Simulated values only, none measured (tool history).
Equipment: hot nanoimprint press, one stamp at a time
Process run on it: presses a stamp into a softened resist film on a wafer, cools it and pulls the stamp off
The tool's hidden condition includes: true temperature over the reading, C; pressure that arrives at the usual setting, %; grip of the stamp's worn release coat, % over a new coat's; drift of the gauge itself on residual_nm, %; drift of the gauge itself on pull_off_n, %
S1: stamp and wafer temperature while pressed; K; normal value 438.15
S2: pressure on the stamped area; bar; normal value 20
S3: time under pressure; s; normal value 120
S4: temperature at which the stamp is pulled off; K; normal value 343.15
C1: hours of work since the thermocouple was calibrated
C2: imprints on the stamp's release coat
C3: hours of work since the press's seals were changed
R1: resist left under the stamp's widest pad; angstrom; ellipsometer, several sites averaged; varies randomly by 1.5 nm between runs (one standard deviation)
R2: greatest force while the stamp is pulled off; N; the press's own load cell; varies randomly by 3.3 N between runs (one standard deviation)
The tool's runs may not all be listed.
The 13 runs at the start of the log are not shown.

run	hour	S1	S2	S3	S4	C1	C2	C3	R1	R2
14	218.8	438.15	20	120	343.15	175	531	287	2297	234
15	233.6	438.15	20	120	343.15	183	592	296	2304	231
16	247.7	438.15	20	120	343.15	191	650	303	2319	234
17	269.2	448.15	18.7	120	349.15	203	740	315	1368	210
# hour 283.3: stamp cleaned and given a new release coat
18	295.6	448.15	18.7	120	349.15	214	51	327	1359	198
19	313.9	448.15	18.7	120	349.15	225	128	337	1372	197
20	336.8	446.15	20	120	343.15	237	222	350	1472	220
21	358.6	427.15	20	120	343.15	250	313	362	3491	227
# hour 365.6: plate thermocouple calibrated
22	383.7	443.15	20	120	350.15	10	405	374	1848	203
23	411	438.15	18.8	91	331.15	25	518	389	2672	271
24	429.3	438.15	20	201	331.15	35	594	400	2061	276
25	446.4	438.15	20	201	331.15	45	665	409	2030	278
26	466.3	438.15	20	201	331.15	56	748	420	2044	276
# hour 477.9: stamp cleaned and given a new release coat
27	498.3	438.15	20	201	331.15	71	84	435	2029	250
28	514.8	438.15	20	201	331.15	80	153	444	2028	254
29	544.1	438.15	20	201	331.15	96	275	460	2028	262
30	569.8	438.15	17	201	339.15	110	381	475	2175	238
31	591.4	438.15	16	120	344.15	122	471	487	2575	220

Alternative continuations, all from the tool just after run 31; predict every row:
A	608.1	438.15	21.9	78	342.15	132	540	496	?	?
B	608.1	438.15	16	120	331.15	132	540	496	?	?
C	608.1	438.15	14.7	86	330.15	132	540	496	?	?

run	R1	R2
A	2597	237
B	2587	273
C	2868	278
What these runs would have given with no unlogged condition in the tool:
run	R1	R2
A	2609	221
B	2609	254
C	2890	259
